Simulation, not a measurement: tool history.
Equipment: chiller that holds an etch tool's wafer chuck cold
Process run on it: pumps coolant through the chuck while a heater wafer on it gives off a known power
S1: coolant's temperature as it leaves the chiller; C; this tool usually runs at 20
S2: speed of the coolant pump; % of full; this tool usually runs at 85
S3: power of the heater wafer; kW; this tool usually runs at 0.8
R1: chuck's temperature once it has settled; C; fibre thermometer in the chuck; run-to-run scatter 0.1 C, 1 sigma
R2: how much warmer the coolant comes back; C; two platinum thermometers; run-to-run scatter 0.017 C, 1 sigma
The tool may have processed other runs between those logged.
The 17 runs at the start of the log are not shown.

run 18 hour=799.4 | S1=20 S2=85 S3=0.554 | R1=23.6 R2=0.99
run 19 hour=865.3 | S1=20 S2=85 S3=0.554 | R1=23.5 R2=0.98
run 20 hour=909 | S1=20 S2=85 S3=0.554 | R1=23.6 R2=0.96
run 21 hour=975 | S1=14 S2=68 S3=0.806 | R1=20.5 R2=1.9
run 22 hour=1034.5 | S1=14 S2=68 S3=0.806 | R1=20.4 R2=1.91
run 23 hour=1069.4 | S1=27 S2=68 S3=0.813 | R1=33.6 R2=1.9
run 24 hour=1113.6 | S1=27 S2=68 S3=0.813 | R1=33.3 R2=1.88
run 25 hour=1147.3 | S1=13 S2=85 S3=0.578 | R1=16.8 R2=0.99
run 26 hour=1199.1 | S1=13 S2=71 S3=0.652 | R1=18.1 R2=1.42
run 27 hour=1240 | S1=22 S2=85 S3=0.943 | R1=28.1 R2=1.69
run 28 hour=1287.5 | S1=22 S2=85 S3=0.943 | R1=28.1 R2=1.7
run 29 hour=1320.9 | S1=22 S2=85 S3=0.943 | R1=28.2 R2=1.7
run 30 hour=1373.5 | S1=20 S2=89 S3=0.8 | R1=25 R2=1.3
run 31 hour=1429.2 | S1=13 S2=92 S3=0.616 | R1=16.8 R2=0.97
run 32 hour=1475.5 | S1=13 S2=92 S3=0.616 | R1=16.7 R2=0.91

Forecast each of these 4 alternatives for the next run:
run A hour=1539.4 | S1=20 S2=85 S3=0.77 | R1=? R2=?
run B hour=1539.4 | S1=13 S2=72 S3=0.616 | R1=? R2=?
run C hour=1539.4 | S1=20 S2=96 S3=0.844 | R1=? R2=?
run D hour=1539.4 | S1=13 S2=85 S3=0.8 | R1=? R2=?

run=A R1=24.9 R2=1.33
run=B R1=17.8 R2=1.25
run=C R1=24.9 R2=1.24
run=D R1=18.1 R2=1.36
What these runs would have given with no unlogged condition in the tool:
run=A R1=24.9 R2=1.55
run=B R1=17.7 R2=1.48
run=C R1=24.9 R2=1.47
run=D R1=18.1 R2=1.59

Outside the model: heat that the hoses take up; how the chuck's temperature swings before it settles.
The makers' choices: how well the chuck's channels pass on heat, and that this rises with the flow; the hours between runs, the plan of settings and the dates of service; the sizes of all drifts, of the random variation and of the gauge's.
